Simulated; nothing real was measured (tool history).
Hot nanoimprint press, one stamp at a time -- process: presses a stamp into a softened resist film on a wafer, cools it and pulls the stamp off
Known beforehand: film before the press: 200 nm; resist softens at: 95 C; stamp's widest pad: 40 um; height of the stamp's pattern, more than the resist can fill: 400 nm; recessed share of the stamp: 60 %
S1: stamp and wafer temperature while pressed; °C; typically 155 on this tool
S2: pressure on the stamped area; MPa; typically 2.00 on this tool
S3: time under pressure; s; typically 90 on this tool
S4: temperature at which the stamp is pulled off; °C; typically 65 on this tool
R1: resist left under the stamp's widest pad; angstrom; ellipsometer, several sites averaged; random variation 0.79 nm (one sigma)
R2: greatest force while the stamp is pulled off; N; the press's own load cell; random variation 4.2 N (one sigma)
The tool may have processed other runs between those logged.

run	hour	S1	S2	S3	S4	R1	R2
1	0.0	155	2.00	90	65	1023	227
2	16.2	155	2.00	90	65	1028	225
3	36.6	148	2.00	90	65	1347	234
4	63.5	148	2.00	90	65	1354	231
5	91.3	148	2.00	90	65	1337	231
6	113.7	154	2.00	90	65	1051	223
7	141.0	155	2.00	90	65	1017	237
8	158.7	149	2.00	90	65	1290	230
9	178.5	149	2.00	90	65	1280	246
10	195.3	149	2.00	90	65	1294	248
11	208.8	149	2.00	90	65	1273	239
12	228.3	151	2.00	90	65	1192	247
13	245.5	151	2.00	90	65	1182	238
14	275.1	151	2.00	90	65	1167	247
15	294.0	151	1.21	51	65	1583	245
16	314.7	155	2.64	167	65	702	244
17	341.8	163	2.03	49	52	893	324
# hour 358.0: stamp cleaned and given a new release coat
18	366.9	145	2.00	157	65	1266	202
19	395.8	158	1.28	119	58	971	236
20	413.3	155	1.67	113	61	985	214
21	443.7	155	1.41	154	65	945	206
22	472.6	155	2.00	67	55	1099	250
23	500.5	161	2.00	61	68	880	194
24	523.9	147	1.53	52	66	1615	202

Each row is a separate what-if for the run after 24, all from the same tool condition, not one after another. Results?
A	543.0	147	1.53	52	57	?	?
B	543.0	159	2.00	90	65	?	?
C	543.0	147	1.53	52	60	?	?
D	543.0	155	2.41	90	65	?	?

run	R1	R2
A	1614	244
B	834	214
C	1599	231
D	890	215
Had the tool no hidden state, the same runs would have come out as:
run	R1	R2
A	1666	234
B	882	207
C	1651	223
D	943	208
